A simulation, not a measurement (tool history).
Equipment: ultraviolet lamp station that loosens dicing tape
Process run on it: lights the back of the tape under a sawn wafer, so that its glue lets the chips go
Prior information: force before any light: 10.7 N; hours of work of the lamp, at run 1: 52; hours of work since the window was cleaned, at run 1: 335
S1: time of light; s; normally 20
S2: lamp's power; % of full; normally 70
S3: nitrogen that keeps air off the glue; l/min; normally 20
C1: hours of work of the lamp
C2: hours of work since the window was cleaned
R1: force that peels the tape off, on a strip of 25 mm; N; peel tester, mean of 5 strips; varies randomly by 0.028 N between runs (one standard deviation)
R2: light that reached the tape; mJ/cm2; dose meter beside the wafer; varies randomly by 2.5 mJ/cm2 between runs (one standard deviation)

run 1 hour=0.0 | S1=20 S2=70 S3=20 | C1=52 C2=335 | R1=1.662 R2=259
run 2 hour=6.5 | S1=20 S2=90 S3=20 | C1=55 C2=338 | R1=1.004 R2=329
run 3 hour=10.7 | S1=20 S2=70 S3=16 | C1=57 C2=340 | R1=1.819 R2=257
run 4 hour=17.6 | S1=40 S2=70 S3=16 | C1=60 C2=343 | R1=0.478 R2=514
run 5 hour=24.3 | S1=10 S2=70 S3=16 | C1=63 C2=346 | R1=4.387 R2=130
run 6 hour=29.0 | S1=10 S2=70 S3=16 | C1=65 C2=349 | R1=4.332 R2=129
run 7 hour=36.6 | S1=13 S2=70 S3=20 | C1=69 C2=352 | R1=3.136 R2=168
run 8 hour=43.8 | S1=13 S2=70 S3=20 | C1=72 C2=355 | R1=3.094 R2=170
run 9 hour=48.5 | S1=20 S2=64 S3=20 | C1=74 C2=358 | R1=1.902 R2=234
run 10 hour=58.6 | S1=20 S2=64 S3=20 | C1=79 C2=362 | R1=2.012 R2=239
run 11 hour=66.2 | S1=20 S2=64 S3=20 | C1=82 C2=366 | R1=1.988 R2=234
run 12 hour=71.4 | S1=20 S2=64 S3=20 | C1=85 C2=368 | R1=1.977 R2=235
run 13 hour=79.9 | S1=20 S2=64 S3=20 | C1=89 C2=372 | R1=1.956 R2=232
run 14 hour=84.6 | S1=20 S2=64 S3=20 | C1=91 C2=374 | R1=1.922 R2=232
-- hour=85.8 window cleaned of glue's vapour
run 15 hour=94.8 | S1=20 S2=64 S3=20 | C1=95 C2=4 | R1=2.077 R2=223
run 16 hour=102.0 | S1=20 S2=70 S3=20 | C1=99 C2=7 | R1=1.869 R2=245
run 17 hour=106.7 | S1=11 S2=70 S3=20 | C1=101 C2=10 | R1=3.945 R2=135
-- hour=111.7 window cleaned of glue's vapour, once more
run 18 hour=116.3 | S1=10 S2=70 S3=20 | C1=105 C2=2 | R1=3.840 R2=140
run 19 hour=121.1 | S1=10 S2=70 S3=11 | C1=107 C2=4 | R1=4.506 R2=134
run 20 hour=131.2 | S1=11 S2=70 S3=8 | C1=112 C2=9 | R1=4.530 R2=149
run 21 hour=138.4 | S1=31 S2=85 S3=20 | C1=115 C2=12 | R1=0.419 R2=521
run 22 hour=142.6 | S1=31 S2=85 S3=20 | C1=117 C2=14 | R1=0.441 R2=519
run 23 hour=149.3 | S1=25 S2=70 S3=7 | C1=120 C2=17 | R1=1.790 R2=339
run 24 hour=153.6 | S1=25 S2=83 S3=7 | C1=122 C2=19 | R1=1.331 R2=409
run 25 hour=163.7 | S1=24 S2=64 S3=12 | C1=127 C2=24 | R1=1.679 R2=300
run 26 hour=172.6 | S1=28 S2=93 S3=18 | C1=131 C2=28 | R1=0.470 R2=512
run 27 hour=178.9 | S1=40 S2=79 S3=8 | C1=134 C2=31 | R1=0.543 R2=608
run 28 hour=184.2 | S1=11 S2=91 S3=8 | C1=136 C2=33 | R1=3.683 R2=199
run 29 hour=190.6 | S1=20 S2=68 S3=22 | C1=139 C2=36 | R1=1.544 R2=264
run 30 hour=197.2 | S1=20 S2=73 S3=20 | C1=142 C2=39 | R1=1.424 R2=283
run 31 hour=202.0 | S1=22 S2=89 S3=7 | C1=144 C2=41 | R1=1.489 R2=381
run 32 hour=209.7 | S1=22 S2=89 S3=7 | C1=148 C2=45 | R1=1.529 R2=373
run 33 hour=217.6 | S1=22 S2=77 S3=7 | C1=151 C2=48 | R1=1.942 R2=325
run 34 hour=223.4 | S1=29 S2=82 S3=8 | C1=154 C2=51 | R1=0.973 R2=456
run 35 hour=231.6 | S1=33 S2=76 S3=37 | C1=158 C2=55 | R1=0.371 R2=482
run 36 hour=240.2 | S1=33 S2=72 S3=20 | C1=162 C2=59 | R1=0.546 R2=455

Consider 3 possible next runs. They are alternatives, not a sequence: every one starts from the tool as it was left by run 36. What does each give?
run A hour=246.6 | S1=20 S2=85 S3=23 | C1=165 C2=62 | R1=? R2=?
run B hour=246.6 | S1=33 S2=61 S3=17 | C1=165 C2=62 | R1=? R2=?
run C hour=246.6 | S1=38 S2=98 S3=21 | C1=165 C2=62 | R1=? R2=?

run=A R1=0.981 R2=329
run=B R1=0.813 R2=391
run=C R1=0.288 R2=718
The same runs, with their run-to-run variation unchanged, on a tool lacking any hidden condition would have given:
run=A R1=0.862 R2=351
run=B R1=0.713 R2=417
run=C R1=0.276 R2=765

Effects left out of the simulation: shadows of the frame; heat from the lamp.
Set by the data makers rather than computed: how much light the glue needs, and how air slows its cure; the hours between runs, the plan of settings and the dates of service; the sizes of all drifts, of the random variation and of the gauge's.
